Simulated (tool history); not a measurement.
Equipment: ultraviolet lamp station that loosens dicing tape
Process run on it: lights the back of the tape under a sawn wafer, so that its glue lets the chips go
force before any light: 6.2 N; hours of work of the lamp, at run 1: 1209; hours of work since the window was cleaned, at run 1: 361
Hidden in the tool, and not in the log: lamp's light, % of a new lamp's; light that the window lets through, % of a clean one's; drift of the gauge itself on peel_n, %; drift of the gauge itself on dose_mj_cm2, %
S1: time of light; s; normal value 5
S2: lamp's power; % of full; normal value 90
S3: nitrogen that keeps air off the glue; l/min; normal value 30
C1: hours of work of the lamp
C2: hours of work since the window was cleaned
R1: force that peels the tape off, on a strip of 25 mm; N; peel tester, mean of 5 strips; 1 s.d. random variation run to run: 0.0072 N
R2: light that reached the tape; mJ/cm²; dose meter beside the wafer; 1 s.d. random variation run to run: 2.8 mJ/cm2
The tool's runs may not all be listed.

{"run": 1, "hour": 0.0, "S1": 5, "S2": 90, "S3": 30, "C1": 1209, "C2": 361, "R1": 0.53, "R2": 219}
{"hour": 20.0, "done": "window cleaned of glue's vapour"}
{"run": 2, "hour": 55.5, "S1": 5, "S2": 90, "S3": 30, "C1": 1238, "C2": 18, "R1": 0.508, "R2": 228}
{"run": 3, "hour": 108.1, "S1": 5, "S2": 90, "S3": 30, "C1": 1266, "C2": 46, "R1": 0.527, "R2": 225}
{"run": 4, "hour": 145.6, "S1": 5, "S2": 90, "S3": 30, "C1": 1285, "C2": 65, "R1": 0.534, "R2": 222}
{"run": 5, "hour": 177.2, "S1": 5, "S2": 90, "S3": 30, "C1": 1302, "C2": 82, "R1": 0.582, "R2": 221}
{"run": 6, "hour": 217.8, "S1": 5, "S2": 90, "S3": 30, "C1": 1323, "C2": 103, "R1": 0.561, "R2": 217}
{"run": 7, "hour": 246.8, "S1": 5, "S2": 90, "S3": 30, "C1": 1338, "C2": 118, "R1": 0.568, "R2": 213}
{"run": 8, "hour": 273.6, "S1": 5, "S2": 90, "S3": 11, "C1": 1352, "C2": 132, "R1": 0.905, "R2": 211}
{"run": 9, "hour": 318.6, "S1": 5, "S2": 67, "S3": 30, "C1": 1375, "C2": 156, "R1": 1.005, "R2": 157}
{"run": 10, "hour": 375.9, "S1": 5, "S2": 67, "S3": 30, "C1": 1405, "C2": 185, "R1": 1.042, "R2": 154}
{"run": 11, "hour": 434.6, "S1": 5, "S2": 67, "S3": 30, "C1": 1436, "C2": 216, "R1": 1.056, "R2": 147}
{"hour": 452.4, "done": "lamp changed"}
{"run": 12, "hour": 464.9, "S1": 5, "S2": 62, "S3": 30, "C1": 7, "C2": 231, "R1": 0.435, "R2": 252}
{"run": 13, "hour": 497.3, "S1": 5, "S2": 62, "S3": 30, "C1": 23, "C2": 248, "R1": 0.45, "R2": 251}
{"run": 14, "hour": 536.3, "S1": 5, "S2": 90, "S3": 30, "C1": 44, "C2": 269, "R1": 0.282, "R2": 357}
{"run": 15, "hour": 562.2, "S1": 5, "S2": 90, "S3": 30, "C1": 57, "C2": 282, "R1": 0.269, "R2": 354}
{"run": 16, "hour": 590.0, "S1": 5, "S2": 90, "S3": 30, "C1": 72, "C2": 297, "R1": 0.279, "R2": 357}
{"run": 17, "hour": 645.6, "S1": 5, "S2": 90, "S3": 30, "C1": 101, "C2": 326, "R1": 0.286, "R2": 351}
{"run": 18, "hour": 688.5, "S1": 5, "S2": 90, "S3": 15, "C1": 123, "C2": 348, "R1": 0.342, "R2": 350}
{"hour": 733.3, "done": "window cleaned of glue's vapour"}
{"run": 19, "hour": 747.2, "S1": 5, "S2": 90, "S3": 30, "C1": 153, "C2": 7, "R1": 0.273, "R2": 366}
{"run": 20, "hour": 790.5, "S1": 5, "S2": 90, "S3": 30, "C1": 176, "C2": 30, "R1": 0.264, "R2": 354}
{"run": 21, "hour": 833.4, "S1": 5, "S2": 71, "S3": 30, "C1": 198, "C2": 52, "R1": 0.368, "R2": 280}
{"run": 22, "hour": 892.5, "S1": 5, "S2": 98, "S3": 30, "C1": 229, "C2": 83, "R1": 0.262, "R2": 380}
{"run": 23, "hour": 942.8, "S1": 5, "S2": 98, "S3": 30, "C1": 255, "C2": 109, "R1": 0.256, "R2": 369}
{"run": 24, "hour": 978.5, "S1": 5, "S2": 98, "S3": 30, "C1": 274, "C2": 128, "R1": 0.274, "R2": 374}
{"run": 25, "hour": 1020.2, "S1": 7, "S2": 97, "S3": 35, "C1": 296, "C2": 150, "R1": 0.213, "R2": 505}
{"run": 26, "hour": 1053.0, "S1": 5, "S2": 86, "S3": 53, "C1": 313, "C2": 167, "R1": 0.284, "R2": 321}
{"run": 27, "hour": 1100.4, "S1": 5, "S2": 88, "S3": 12, "C1": 337, "C2": 191, "R1": 0.414, "R2": 326}
{"run": 28, "hour": 1140.1, "S1": 5, "S2": 90, "S3": 36, "C1": 358, "C2": 212, "R1": 0.29, "R2": 326}
{"run": 29, "hour": 1167.9, "S1": 3, "S2": 82, "S3": 39, "C1": 373, "C2": 227, "R1": 0.771, "R2": 174}
{"run": 30, "hour": 1197.6, "S1": 5, "S2": 60, "S3": 51, "C1": 388, "C2": 242, "R1": 0.483, "R2": 209}
{"run": 31, "hour": 1230.1, "S1": 5, "S2": 60, "S3": 51, "C1": 405, "C2": 259, "R1": 0.471, "R2": 213}
{"run": 32, "hour": 1256.1, "S1": 5, "S2": 60, "S3": 51, "C1": 419, "C2": 272, "R1": 0.513, "R2": 209}
{"run": 33, "hour": 1280.7, "S1": 4, "S2": 68, "S3": 24, "C1": 431, "C2": 285, "R1": 0.748, "R2": 190}
{"run": 34, "hour": 1336.2, "S1": 3, "S2": 77, "S3": 13, "C1": 460, "C2": 314, "R1": 1.319, "R2": 156}
{"run": 35, "hour": 1381.6, "S1": 3, "S2": 73, "S3": 17, "C1": 484, "C2": 338, "R1": 1.3, "R2": 148}
{"run": 36, "hour": 1424.7, "S1": 3, "S2": 74, "S3": 25, "C1": 506, "C2": 360, "R1": 1.156, "R2": 150}
{"hour": 1446.2, "done": "window cleaned of glue's vapour"}
{"run": 37, "hour": 1458.0, "S1": 5, "S2": 75, "S3": 30, "C1": 524, "C2": 6, "R1": 0.392, "R2": 263}
{"run": 38, "hour": 1511.8, "S1": 5, "S2": 75, "S3": 30, "C1": 552, "C2": 34, "R1": 0.42, "R2": 259}
{"run": 39, "hour": 1559.3, "S1": 2, "S2": 73, "S3": 22, "C1": 576, "C2": 59, "R1": 1.981, "R2": 102}
{"run": 40, "hour": 1606.4, "S1": 5, "S2": 72, "S3": 18, "C1": 601, "C2": 83, "R1": 0.569, "R2": 243}
{"run": 41, "hour": 1641.3, "S1": 4, "S2": 95, "S3": 11, "C1": 619, "C2": 102, "R1": 0.662, "R2": 253}
{"run": 42, "hour": 1692.1, "S1": 2, "S2": 90, "S3": 56, "C1": 646, "C2": 128, "R1": 1.314, "R2": 119}
{"run": 43, "hour": 1729.2, "S1": 2, "S2": 67, "S3": 9, "C1": 665, "C2": 147, "R1": 2.879, "R2": 87}

Measured result minus the same run's result without the hidden state. Both carry the same run-to-run variation, though not necessarily the same gauge scatter:
run=1 R1=+0.276 R2=-157
run=2 R1=+0.252 R2=-150
run=3 R1=+0.274 R2=-155
run=4 R1=+0.278 R2=-157
run=5 R1=+0.307 R2=-161
run=6 R1=+0.309 R2=-164
run=7 R1=+0.312 R2=-166
run=8 R1=+0.559 R2=-168
run=9 R1=+0.640 R2=-128
run=10 R1=+0.680 R2=-131
run=11 R1=+0.699 R2=-135
run=12 R1=+0.025 R2=-9
run=13 R1=+0.031 R2=-11
run=14 R1=+0.012 R2=-20
run=15 R1=+0.013 R2=-21
run=16 R1=+0.015 R2=-24
run=17 R1=+0.018 R2=-28
run=18 R1=+0.038 R2=-32
run=19 R1=+0.012 R2=-20
run=20 R1=+0.015 R2=-23
run=21 R1=+0.037 R2=-21
run=22 R1=+0.015 R2=-34
run=23 R1=+0.017 R2=-38
run=24 R1=+0.019 R2=-42
run=25 R1=+0.004 R2=-63
run=26 R1=+0.027 R2=-43
run=27 R1=+0.078 R2=-48
run=28 R1=+0.036 R2=-53
run=29 R1=+0.185 R2=-30
run=30 R1=+0.115 R2=-38
run=31 R1=+0.117 R2=-40
run=32 R1=+0.129 R2=-41
run=33 R1=+0.207 R2=-39
run=34 R1=+0.347 R2=-36
run=35 R1=+0.359 R2=-35
run=36 R1=+0.348 R2=-38
run=37 R1=+0.094 R2=-54
run=38 R1=+0.105 R2=-57
run=39 R1=+0.441 R2=-23
run=40 R1=+0.178 R2=-61
run=41 R1=+0.219 R2=-67
run=42 R1=+0.421 R2=-33
run=43 R1=+0.588 R2=-26
